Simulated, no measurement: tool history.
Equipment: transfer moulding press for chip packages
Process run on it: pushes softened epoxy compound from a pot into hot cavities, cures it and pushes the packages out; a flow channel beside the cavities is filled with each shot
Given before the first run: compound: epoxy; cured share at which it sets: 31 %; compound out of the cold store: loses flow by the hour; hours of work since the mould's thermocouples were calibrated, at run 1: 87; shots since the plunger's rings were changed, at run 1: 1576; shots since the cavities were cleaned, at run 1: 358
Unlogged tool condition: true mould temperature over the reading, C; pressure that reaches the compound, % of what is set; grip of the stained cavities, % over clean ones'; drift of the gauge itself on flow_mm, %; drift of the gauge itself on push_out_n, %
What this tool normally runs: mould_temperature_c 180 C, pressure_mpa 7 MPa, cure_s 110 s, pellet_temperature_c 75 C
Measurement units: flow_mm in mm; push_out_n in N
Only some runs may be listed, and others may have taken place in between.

| run | day | mould_temperature_c | pressure_mpa | cure_s | pellet_temperature_c | hours of work since the mould's thermocouples were calibrated | shots since the plunger's rings were changed | shots since the cavities were cleaned | incoming compound's hours out of the cold store | flow_mm | push_out_n |
|---|---|---|---|---|---|---|---|---|---|---|---|
| 1 | 0 | 180 | 7 | 110 | 75 | 87 | 1576 | 358 | 20.7 | 748 | 573 |
| 2 | 1.983 | 180 | 7 | 110 | 75 | 108 | 1903 | 685 | 20.1 | 747 | 621 |
|  | 2.242 | cavities cleaned with cleaning compound and waxed |
| 3 | 3.879 | 180 | 7 | 110 | 75 | 127 | 2204 | 269 | 43.4 | 679 | 524 |
| 4 | 5.375 | 180 | 6.91 | 110 | 75 | 142 | 2451 | 516 | 34.1 | 697 | 603 |
|  | 6.588 | cavities cleaned with cleaning compound and waxed |
| 5 | 7.058 | 180 | 6.91 | 110 | 75 | 159 | 2718 | 78 | 34.2 | 697 | 457 |
|  | 8.133 | plunger's sealing rings changed |
| 6 | 8.896 | 180 | 6.91 | 110 | 75 | 177 | 125 | 363 | 42 | 705 | 562 |
| 7 | 10.067 | 180 | 6.91 | 110 | 75 | 189 | 318 | 556 | 29.4 | 729 | 616 |
|  | 11.171 | cavities cleaned with cleaning compound and waxed |
| 8 | 12.542 | 180 | 6.91 | 110 | 75 | 213 | 716 | 226 | 33.8 | 720 | 516 |
| 9 | 14.492 | 180 | 6.91 | 110 | 75 | 233 | 1037 | 547 | 8.6 | 773 | 608 |
|  | 15.475 | cavities cleaned with cleaning compound and waxed |
| 10 | 16.825 | 176 | 7 | 108 | 75 | 257 | 1411 | 223 | 33 | 724 | 629 |
| 11 | 18.404 | 188 | 6.34 | 108 | 75 | 273 | 1671 | 483 | 33.7 | 660 | 478 |
|  | 18.696 | mould's thermocouples calibrated |
|  | 20.046 | cavities cleaned with cleaning compound and waxed |
| 12 | 20.175 | 179 | 7.75 | 134 | 66 | 15 | 1938 | 21 | 14.4 | 795 | 374 |
| 13 | 21.567 | 179 | 7.75 | 103 | 84 | 29 | 2168 | 251 | 10.8 | 798 | 610 |
| 14 | 23.804 | 179 | 7.75 | 103 | 84 | 52 | 2536 | 619 | 25.1 | 755 | 747 |
|  | 24.429 | cavities cleaned with cleaning compound and waxed |
|  | 24.771 | mould's thermocouples calibrated, once more |
|  | 26.083 | plunger's sealing rings changed |
| 15 | 26.292 | 175 | 7 | 133 | 66 | 15 | 34 | 276 | 10.3 | 813 | 517 |
| 16 | 27.304 | 175 | 7 | 133 | 66 | 25 | 201 | 443 | 26.2 | 759 | 570 |
| 17 | 28.604 | 175 | 7.44 | 118 | 66 | 38 | 415 | 657 | 34.1 | 758 | 729 |

Predict each of these 5 candidate next runs independently; none follows another, all start after run 17:
|  | 29.05 | cavities cleaned with cleaning compound and waxed |
| A | 30.942 | 184 | 7.49 | 105 | 66 | 62 | 790 | 311 | 22.3 | ? | ? |
|  | 29.05 | cavities cleaned with cleaning compound and waxed |
| B | 30.942 | 175 | 7.44 | 118 | 79 | 62 | 790 | 311 | 32.8 | ? | ? |
|  | 29.05 | cavities cleaned with cleaning compound and waxed |
| C | 30.942 | 186 | 7.44 | 118 | 66 | 62 | 790 | 311 | 10.1 | ? | ? |
|  | 29.05 | cavities cleaned with cleaning compound and waxed |
| D | 30.942 | 182 | 5.64 | 110 | 69 | 62 | 790 | 311 | 28.4 | ? | ? |
|  | 29.05 | cavities cleaned with cleaning compound and waxed |
| E | 30.942 | 172 | 6.32 | 118 | 82 | 62 | 790 | 311 | 14.2 | ? | ? |

| run | flow_mm | push_out_n |
|---|---|---|
| A | 773 | 494 |
| B | 756 | 596 |
| C | 803 | 429 |
| D | 650 | 517 |
| E | 748 | 746 |
Without the tool's hidden state the same runs would have given:
| run | flow_mm | push_out_n |
|---|---|---|
| A | 787 | 381 |
| B | 769 | 457 |
| C | 817 | 332 |
| D | 661 | 397 |
| E | 761 | 572 |
